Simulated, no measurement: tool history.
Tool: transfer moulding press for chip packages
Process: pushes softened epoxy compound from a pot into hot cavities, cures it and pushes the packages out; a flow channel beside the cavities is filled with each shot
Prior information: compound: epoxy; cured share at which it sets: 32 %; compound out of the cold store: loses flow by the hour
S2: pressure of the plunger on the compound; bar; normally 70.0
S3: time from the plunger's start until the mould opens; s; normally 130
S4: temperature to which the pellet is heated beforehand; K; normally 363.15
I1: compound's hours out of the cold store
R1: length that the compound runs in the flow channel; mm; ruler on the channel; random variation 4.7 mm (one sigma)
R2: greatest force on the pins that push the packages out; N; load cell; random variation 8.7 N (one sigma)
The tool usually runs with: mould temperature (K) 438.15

run 1 hour=0.0 | mould_temperature_(K)=438.15 S2=70.0 S3=130 S4=363.15 | I1=24.4 | R1=835 R2=395
run 2 hour=6.3 | mould_temperature_(K)=438.15 S2=70.0 S3=159 S4=363.15 | I1=17.4 | R1=874 R2=412
run 3 hour=18.4 | mould_temperature_(K)=438.15 S2=70.0 S3=159 S4=363.15 | I1=39.7 | R1=768 R2=477
run 4 hour=31.7 | mould_temperature_(K)=438.15 S2=70.0 S3=130 S4=363.15 | I1=27.8 | R1=814 R2=577
-- hour=42.8 cavities cleaned with cleaning compound and waxed
run 5 hour=46.1 | mould_temperature_(K)=442.15 S2=70.0 S3=130 S4=363.15 | I1=31.0 | R1=783 R2=388
run 6 hour=54.8 | mould_temperature_(K)=442.15 S2=70.0 S3=130 S4=363.15 | I1=44.6 | R1=731 R2=464
run 7 hour=69.0 | mould_temperature_(K)=438.15 S2=70.0 S3=130 S4=363.15 | I1=28.2 | R1=805 R2=569
-- hour=72.4 mould's thermocouples calibrated
run 8 hour=80.7 | mould_temperature_(K)=438.15 S2=72.8 S3=140 S4=365.15 | I1=15.5 | R1=878 R2=573
-- hour=86.9 cavities cleaned with cleaning compound and waxed
run 9 hour=91.7 | mould_temperature_(K)=438.15 S2=72.8 S3=140 S4=365.15 | I1=32.4 | R1=799 R2=416
run 10 hour=105.0 | mould_temperature_(K)=438.15 S2=72.8 S3=140 S4=365.15 | I1=46.3 | R1=731 R2=486
-- hour=117.2 mould's thermocouples calibrated, once more
run 11 hour=121.5 | mould_temperature_(K)=434.15 S2=57.3 S3=158 S4=372.15 | I1=27.4 | R1=733 R2=550
-- hour=131.1 cavities cleaned with cleaning compound and waxed
run 12 hour=132.0 | mould_temperature_(K)=434.15 S2=79.5 S3=146 S4=361.15 | I1=43.8 | R1=790 R2=396
run 13 hour=139.4 | mould_temperature_(K)=440.15 S2=80.0 S3=136 S4=359.15 | I1=30.5 | R1=840 R2=440

The same runs without the tool's hidden state, with the same run-to-run variation:
The hidden state here: true mould temperature over the reading, C; pressure that reaches the compound, % of what is set; grip of the stained cavities, % over clean ones'; drift of the gauge itself on flow_mm, %; drift of the gauge itself on push_out_n, %.
run=1 R1=870 R2=391
run=2 R1=911 R2=364
run=3 R1=803 R2=357
run=4 R1=854 R2=388
run=5 R1=824 R2=358
run=6 R1=770 R2=374
run=7 R1=852 R2=398
run=8 R1=932 R2=368
run=9 R1=850 R2=382
run=10 R1=780 R2=371
run=11 R1=782 R2=367
run=12 R1=844 R2=387
run=13 R1=900 R2=378
